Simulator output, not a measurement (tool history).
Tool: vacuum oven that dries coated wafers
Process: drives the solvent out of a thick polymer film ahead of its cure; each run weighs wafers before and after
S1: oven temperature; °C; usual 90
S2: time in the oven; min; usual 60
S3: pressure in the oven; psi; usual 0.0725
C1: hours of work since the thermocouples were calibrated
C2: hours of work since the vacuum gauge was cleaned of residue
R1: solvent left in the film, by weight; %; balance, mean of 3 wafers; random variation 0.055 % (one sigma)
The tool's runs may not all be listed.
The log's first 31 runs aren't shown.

run,day,S1,S2,S3,C1,C2,R1
32,71.442,83,45,0.1519,121,1254,6.33
33,73.35,76,33,0.1519,146,1280,9.66
34,75.325,104,33,0.1519,173,1306,1.77
35,78.475,77,64,0.065,215,1349,6.41
36,79.8,77,64,0.065,233,1366,6.49
37,82.05,94,60,0.0595,263,1397,1.68
38,83.867,90,60,0.1311,287,1421,3.02
39,86.117,90,60,0.1311,318,1451,2.98
40,89.05,81,56,0.0763,357,1490,5.69
41,90.471,81,56,0.0763,376,1510,5.75
42,92.921,81,56,0.0763,409,1542,5.98
43,94.733,81,56,0.0763,433,1567,6.06
44,97.238,81,56,0.0763,467,1600,5.93
45,98.625,80,98,0.0972,486,1619,4.04
46,100.775,77,98,0.0972,514,1648,5.06
47,103.038,76,60,0.0754,545,1678,7.32

3 ways to go on from here, each from the tool as it stands after run 47. What would each give?
A,104.796,91,60,0.0754,568,1702,?
B,104.796,88,91,0.0582,568,1702,?
C,104.796,102,61,0.2751,568,1702,?

run,R1
A,2.68
B,2.08
C,1.5
Without the tool's hidden state the same runs would have given:
run,R1
A,2.09
B,1.43
C,1.11
